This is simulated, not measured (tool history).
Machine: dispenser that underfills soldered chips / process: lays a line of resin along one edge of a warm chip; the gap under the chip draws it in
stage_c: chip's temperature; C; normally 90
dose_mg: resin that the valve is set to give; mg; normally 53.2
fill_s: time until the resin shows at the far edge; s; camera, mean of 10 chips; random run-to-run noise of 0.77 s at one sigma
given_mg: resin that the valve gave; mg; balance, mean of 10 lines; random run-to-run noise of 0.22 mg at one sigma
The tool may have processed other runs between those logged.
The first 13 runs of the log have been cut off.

| run | day | stage_c | dose_mg | hours of work since the syringe was changed | hours of work since the valve was cleaned | hours of work since the stage was calibrated | fill_s | given_mg |
|---|---|---|---|---|---|---|---|---|
| 14 | 2.129 | 90 | 53.2 | 10 | 73 | 150 | 167.9 | 49.78 |
|  | 2.2 | new syringe of resin |
| 15 | 2.312 | 90 | 53.2 | 2 | 76 | 153 | 85.6 | 49.64 |
| 16 | 2.554 | 90 | 53.2 | 6 | 80 | 157 | 121.3 | 50.12 |
|  | 2.675 | dispensing valve cleaned and set on the balance |
| 17 | 2.712 | 90 | 45.7 | 8 | 1 | 158 | 148.5 | 45.86 |
| 18 | 2.821 | 90 | 51.1 | 9 | 2 | 160 | 166.2 | 50.77 |
|  | 2.917 | new syringe of resin |
| 19 | 2.996 | 90 | 51.1 | 1 | 5 | 163 | 79.6 | 51.47 |
| 20 | 3.142 | 103 | 65.1 | 4 | 7 | 165 | 64.6 | 64.78 |
| 21 | 3.258 | 76 | 64.9 | 6 | 9 | 167 | 186.3 | 63.96 |
| 22 | 3.379 | 76 | 64.9 | 8 | 11 | 169 | 222.3 | 64.13 |
|  | 3.583 | new syringe of resin |
| 23 | 3.629 | 76 | 64.9 | 1 | 15 | 173 | 123.9 | 64.05 |
| 24 | 3.796 | 103 | 54.3 | 3 | 18 | 176 | 65 | 53.54 |
| 25 | 3.925 | 105 | 48.1 | 6 | 20 | 178 | 77.1 | 47.18 |
| 26 | 4.112 | 94 | 47 | 9 | 23 | 181 | 142.3 | 45.86 |
|  | 4.254 | new syringe of resin |
| 27 | 4.312 | 94 | 47 | 1 | 26 | 184 | 69.8 | 46.05 |
| 28 | 4.433 | 94 | 47 | 3 | 28 | 186 | 85.1 | 45.52 |
| 29 | 4.562 | 85 | 45.7 | 5 | 30 | 188 | 136.9 | 44.57 |
| 30 | 4.662 | 85 | 45.7 | 7 | 32 | 189 | 161.2 | 44.3 |
| 31 | 4.896 | 85 | 45.7 | 10 | 35 | 193 | 225.8 | 44.12 |
|  | 4.921 | new syringe of resin |
| 32 | 5.075 | 91 | 53.3 | 2 | 38 | 196 | 85.7 | 51.91 |
| 33 | 5.312 | 102 | 59.3 | 6 | 42 | 200 | 84.6 | 56.95 |
| 34 | 5.483 | 79 | 53.2 | 9 | 45 | 203 | 233.3 | 51.4 |
|  | 5.596 | new syringe of resin |
| 35 | 5.721 | 79 | 53.2 | 2 | 48 | 206 | 121.3 | 50.71 |

Forecast each of these 5 alternatives for the next run:
| A | 5.85 | 89 | 45.7 | 4 | 51 | 208 | ? | ? |
| B | 5.85 | 90 | 59.3 | 4 | 51 | 208 | ? | ? |
| C | 5.85 | 90 | 58.1 | 4 | 51 | 208 | ? | ? |
| D | 5.85 | 90 | 49.8 | 4 | 51 | 208 | ? | ? |
| E | 5.85 | 79 | 65 | 4 | 51 | 208 | ? | ? |

| run | fill_s | given_mg |
|---|---|---|
| A | 108.3 | 43.51 |
| B | 100.1 | 56.97 |
| C | 99.6 | 55.68 |
| D | 103.1 | 48.01 |
| E | 142.4 | 62.55 |
Had the tool no hidden state, the same runs would have come out as:
| run | fill_s | given_mg |
|---|---|---|
| A | 76.1 | 45.43 |
| B | 71.2 | 59.5 |
| C | 70.6 | 58.15 |
| D | 72.6 | 50.13 |
| E | 101.1 | 65.32 |
